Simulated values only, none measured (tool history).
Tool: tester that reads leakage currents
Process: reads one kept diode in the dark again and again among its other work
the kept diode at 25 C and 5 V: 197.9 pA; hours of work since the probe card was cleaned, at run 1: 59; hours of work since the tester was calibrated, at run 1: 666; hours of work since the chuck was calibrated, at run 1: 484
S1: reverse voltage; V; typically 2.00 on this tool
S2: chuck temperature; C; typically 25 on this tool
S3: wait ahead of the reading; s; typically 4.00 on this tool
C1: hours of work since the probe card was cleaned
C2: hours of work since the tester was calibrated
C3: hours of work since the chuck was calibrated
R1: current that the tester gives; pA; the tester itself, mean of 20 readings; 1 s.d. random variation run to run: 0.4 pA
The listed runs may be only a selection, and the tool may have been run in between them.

run,hour,S1,S2,S3,C1,C2,C3,R1
1,0.0,2.00,25,4.00,59,666,484,128.38
2,55.8,2.00,25,4.00,93,699,517,127.62
3,142.3,2.00,25,4.00,144,751,569,127.25
4,263.5,2.00,25,4.00,216,823,641,126.75
5,352.0,2.00,25,4.00,269,876,694,125.84
6,467.6,2.00,25,4.00,338,945,763,126.11
7,525.5,2.00,25,4.00,373,979,797,125.45
# hour 532.7: chuck's temperature calibrated
8,618.8,2.00,28,4.00,427,1034,51,172.38
9,732.4,2.00,28,4.00,495,1101,119,172.36
10,842.6,2.00,25,4.00,560,1167,185,133.48
11,901.7,2.00,25,4.00,596,1202,220,133.06
12,969.8,3.85,25,4.00,636,1243,261,177.96
13,1088.7,3.85,25,4.00,707,1314,331,177.77
14,1150.6,2.00,28,4.00,744,1351,368,168.72
15,1211.9,2.00,28,4.00,781,1387,405,169.41
16,1304.3,2.00,41,4.00,836,1442,460,476.75
17,1413.9,2.00,41,4.00,901,1508,525,472.85
18,1480.1,2.00,41,4.00,940,1547,565,476.50
19,1553.3,2.00,41,4.00,984,1591,608,473.41
20,1614.1,2.00,41,4.00,1020,1627,645,470.43
21,1680.5,2.00,44,4.00,1060,1667,684,592.26
22,1753.0,12.97,58,3.31,1103,1710,727,3687.19
23,1852.0,2.50,46,3.47,1162,1769,786,751.30
# hour 1876.7: chuck's temperature calibrated
24,1911.0,3.89,41,1.70,1196,1803,20,648.53
25,1960.1,1.69,57,0.34,1225,1832,50,1452.92
26,2012.4,1.69,57,0.34,1257,1863,81,1440.60
27,2089.8,5.93,28,4.00,1303,1909,127,281.63
28,2188.2,4.05,32,7.00,1361,1968,186,322.27
29,2280.3,11.74,30,7.00,1416,2023,241,448.48
30,2345.2,11.74,55,2.38,1455,2062,279,2930.26
31,2409.2,11.74,55,0.78,1493,2100,317,2920.99
32,2499.5,1.89,32,0.46,1547,2154,371,228.33
33,2576.6,1.89,32,0.46,1593,2200,417,226.80
34,2683.6,1.18,25,2.27,1657,2263,481,102.64
35,2792.6,1.18,25,2.27,1722,2328,546,102.56
36,2863.2,1.18,25,2.27,1764,2370,588,102.17
37,2980.1,7.63,53,4.46,1833,2440,658,2039.75
38,3051.6,3.00,25,4.00,1876,2483,700,155.65
39,3169.1,2.00,51,5.67,1946,2553,770,972.27
# hour 3225.5: chuck's temperature calibrated
40,3277.1,2.00,51,5.67,2009,2616,31,1026.88

Hidden state at the last listed run before each entry between runs and at the first one after, where it differs:
Logged between run 7 and run 8: chuck's temperature calibrated (hour 532.7)
  stray current of the dirty probe card, pA a volt: 0.508 -> 0.571; current scale over the true one, %: -0.23 -> -0.24; true chuck temperature over the reading, C: -0.7 -> 0.1
  difference, measured minus the result without the unlogged condition, R1: -7.05 -> +2.11 pA
Logged between run 23 and run 24: chuck's temperature calibrated (hour 1876.7)
  stray current of the dirty probe card, pA a volt: 1.558 -> 1.599; current scale over the true one, %: -0.45 -> -0.46; true chuck temperature over the reading, C: -0.56 -> -0.08
  difference, measured minus the result without the unlogged condition, R1: -31.71 -> -0.71 pA
Logged between run 39 and run 40: chuck's temperature calibrated (hour 3225.5)
  stray current of the dirty probe card, pA a volt: 2.568 -> 2.643; current scale over the true one, %: -0.67 -> -0.69; true chuck temperature over the reading, C: -0.75 -> 0.02
  difference, measured minus the result without the unlogged condition, R1: -55.62 -> -0.37 pA

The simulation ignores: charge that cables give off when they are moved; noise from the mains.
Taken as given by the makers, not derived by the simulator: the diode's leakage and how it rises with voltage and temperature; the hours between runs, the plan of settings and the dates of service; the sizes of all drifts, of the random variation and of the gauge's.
